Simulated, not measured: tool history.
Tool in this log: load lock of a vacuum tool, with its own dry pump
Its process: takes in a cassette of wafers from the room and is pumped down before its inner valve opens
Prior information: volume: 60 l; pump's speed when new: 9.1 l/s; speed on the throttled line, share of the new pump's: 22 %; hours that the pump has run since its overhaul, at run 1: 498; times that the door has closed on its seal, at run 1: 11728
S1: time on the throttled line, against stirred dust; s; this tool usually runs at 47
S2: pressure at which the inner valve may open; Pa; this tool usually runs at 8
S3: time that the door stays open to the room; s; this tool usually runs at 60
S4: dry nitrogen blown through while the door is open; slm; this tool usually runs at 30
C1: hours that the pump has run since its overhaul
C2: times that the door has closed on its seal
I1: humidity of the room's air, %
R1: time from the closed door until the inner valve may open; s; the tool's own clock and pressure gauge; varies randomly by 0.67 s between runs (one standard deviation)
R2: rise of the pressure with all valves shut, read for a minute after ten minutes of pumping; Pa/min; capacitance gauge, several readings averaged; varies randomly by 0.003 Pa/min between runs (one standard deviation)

run 1 hour=0.0 | S1=47 S2=8 S3=60 S4=30 | C1=498 C2=11728 | I1=48.6 | R1=100.5 R2=0.031
run 2 hour=80.0 | S1=47 S2=8 S3=60 S4=30 | C1=578 C2=11931 | I1=48.8 | R1=99.7 R2=0.035
run 3 hour=208.9 | S1=47 S2=8 S3=60 S4=30 | C1=706 C2=12260 | I1=48.0 | R1=100.6 R2=0.041
run 4 hour=303.9 | S1=47 S2=8 S3=60 S4=30 | C1=801 C2=12501 | I1=43.3 | R1=100.5 R2=0.035
run 5 hour=404.3 | S1=47 S2=8 S3=60 S4=30 | C1=902 C2=12757 | I1=44.7 | R1=99.9 R2=0.039
run 6 hour=574.2 | S1=47 S2=8 S3=60 S4=22 | C1=1072 C2=13189 | I1=46.0 | R1=99.5 R2=0.039
run 7 hour=660.5 | S1=47 S2=8 S3=60 S4=22 | C1=1158 C2=13409 | I1=45.5 | R1=99.6 R2=0.041
run 8 hour=816.5 | S1=28 S2=8 S3=60 S4=30 | C1=1314 C2=13806 | I1=45.9 | R1=86.0 R2=0.040
run 9 hour=972.2 | S1=28 S2=8 S3=60 S4=30 | C1=1470 C2=14203 | I1=42.7 | R1=85.8 R2=0.037
run 10 hour=1127.6 | S1=28 S2=8 S3=60 S4=30 | C1=1625 C2=14598 | I1=42.2 | R1=85.2 R2=0.033
run 11 hour=1275.6 | S1=28 S2=8 S3=60 S4=30 | C1=1773 C2=14975 | I1=45.9 | R1=86.2 R2=0.044
run 12 hour=1350.7 | S1=28 S2=8 S3=60 S4=38 | C1=1848 C2=15166 | I1=46.9 | R1=85.5 R2=0.035
run 13 hour=1499.8 | S1=47 S2=8 S3=27 S4=30 | C1=1997 C2=15546 | I1=45.9 | R1=101.4 R2=0.037
run 14 hour=1657.0 | S1=47 S2=8 S3=60 S4=30 | C1=2155 C2=15946 | I1=44.2 | R1=100.8 R2=0.044
run 15 hour=1741.0 | S1=47 S2=13 S3=60 S4=30 | C1=2239 C2=16160 | I1=46.0 | R1=97.8 R2=0.044
run 16 hour=1879.3 | S1=47 S2=13 S3=60 S4=30 | C1=2377 C2=16512 | I1=42.4 | R1=96.9 R2=0.044
run 17 hour=1965.9 | S1=47 S2=8 S3=60 S4=30 | C1=2464 C2=16732 | I1=47.7 | R1=100.1 R2=0.045
run 18 hour=2049.5 | S1=47 S2=8 S3=60 S4=30 | C1=2547 C2=16945 | I1=47.7 | R1=99.7 R2=0.046
run 19 hour=2125.7 | S1=47 S2=8 S3=60 S4=6 | C1=2623 C2=17139 | I1=49.2 | R1=99.1 R2=0.060
run 20 hour=2290.1 | S1=47 S2=8 S3=60 S4=6 | C1=2788 C2=17557 | I1=47.6 | R1=100.3 R2=0.058
run 21 hour=2444.3 | S1=55 S2=8 S3=69 S4=5 | C1=2942 C2=17950 | I1=46.5 | R1=107.7 R2=0.065
run 22 hour=2556.3 | S1=47 S2=8 S3=46 S4=30 | C1=3054 C2=18235 | I1=44.8 | R1=101.0 R2=0.042

What will run 23 give?
run 23 hour=2659.3 | S1=47 S2=8 S3=46 S4=30 | C1=3157 C2=18497 | I1=44.8 | R1=? R2=?

Run 23 measured R1 100.2 s, R2 0.044 Pa/min.
The same run, on a tool lacking any hidden state, would have yielded R1 98.7 s, R2 0.016 Pa/min.
